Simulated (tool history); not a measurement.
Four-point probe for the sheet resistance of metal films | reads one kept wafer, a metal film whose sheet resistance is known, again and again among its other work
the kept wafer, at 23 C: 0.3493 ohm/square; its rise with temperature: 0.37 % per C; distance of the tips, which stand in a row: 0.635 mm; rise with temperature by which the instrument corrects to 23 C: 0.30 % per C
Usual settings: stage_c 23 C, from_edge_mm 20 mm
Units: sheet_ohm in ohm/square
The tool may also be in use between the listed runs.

run   hour  stage_c  from_edge_mm  sheet_ohm
  1      0       23            20   0.349232
  2   67.7       23            20   0.349294
  3  142.1       23             9   0.350032
  4  213.4       23             9   0.349952
  5  264.6       23            52   0.348931
     270.2  -- stage's thermometer calibrated
  6    320       20            20   0.348714
  7  393.3       26            22   0.349949
  8    437       26            35    0.34994
     444.1  -- stage's thermometer calibrated, once more
  9  505.1       26            22      0.349
 10  564.3       26             9    0.34959
 11  598.9       31            19   0.349943

Run 12 comes next. What will it give?
 12  642.4       18             8          ?

Run 12 gave sheet_ohm 0.347962 ohm/square.
Without the tool's hidden state the same run would have given sheet_ohm 0.34927 ohm/square.

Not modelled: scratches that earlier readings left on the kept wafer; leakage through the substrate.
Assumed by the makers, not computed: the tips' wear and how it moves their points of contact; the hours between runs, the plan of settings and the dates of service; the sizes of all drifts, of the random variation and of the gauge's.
